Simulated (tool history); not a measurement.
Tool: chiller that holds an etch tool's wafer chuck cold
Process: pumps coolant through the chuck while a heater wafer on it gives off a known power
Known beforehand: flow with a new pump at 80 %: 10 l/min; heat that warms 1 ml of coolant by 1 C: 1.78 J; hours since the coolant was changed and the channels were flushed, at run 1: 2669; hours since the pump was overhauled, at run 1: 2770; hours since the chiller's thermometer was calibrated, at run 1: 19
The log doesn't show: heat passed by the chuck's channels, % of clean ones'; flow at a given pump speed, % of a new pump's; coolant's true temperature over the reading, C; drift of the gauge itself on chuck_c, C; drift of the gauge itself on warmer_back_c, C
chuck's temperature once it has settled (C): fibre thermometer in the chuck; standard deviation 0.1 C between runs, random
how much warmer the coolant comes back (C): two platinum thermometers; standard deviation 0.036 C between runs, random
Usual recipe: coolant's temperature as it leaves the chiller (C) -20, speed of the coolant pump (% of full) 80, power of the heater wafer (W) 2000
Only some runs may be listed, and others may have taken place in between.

run	hour	coolant's temperature as it leaves the chiller (C)	speed of the coolant pump (% of full)	power of the heater wafer (W)	hours since the coolant was changed and the channels were flushed	hours since the pump was overhauled	hours since the chiller's thermometer was calibrated	chuck's temperature once it has settled (C)	how much warmer the coolant comes back (C)
1	0	-20	80	2000	2669	2770	19	3.2	6.96
2	99.1	-20	80	2000	2768	2869	118	3.2	6.86
3	148.4	-20	80	2791	2818	2918	168	12.4	9.6
4	205.9	-20	80	2791	2875	2976	225	12.4	9.59
5	303.3	-20	80	2000	2973	3073	322	3.6	6.92
6	390.1	-20	80	2000	3059	3160	409	3.7	6.91
7	468.2	-20	80	2000	3138	3238	487	3.6	6.94
8	535.4	-20	80	2000	3205	3305	555	3.4	6.91
9	585.2	-20	64	2446	3255	3355	604	12.6	10.63
10	666.6	-11	95	2493	3336	3436	686	15.6	7.29

Run 11, settings as shown, results not yet in. Your forecast:
11	775	-17	97	2493	3444	3545	794	?	?

chuck's temperature once it has settled (C): 9.3
how much warmer the coolant comes back (C): 7.15
Take away the tool's hidden state, keep the run-to-run variation as it was, and the same run would have given chuck's temperature once it has settled (C) 7.8, how much warmer the coolant comes back (C) 6.92.
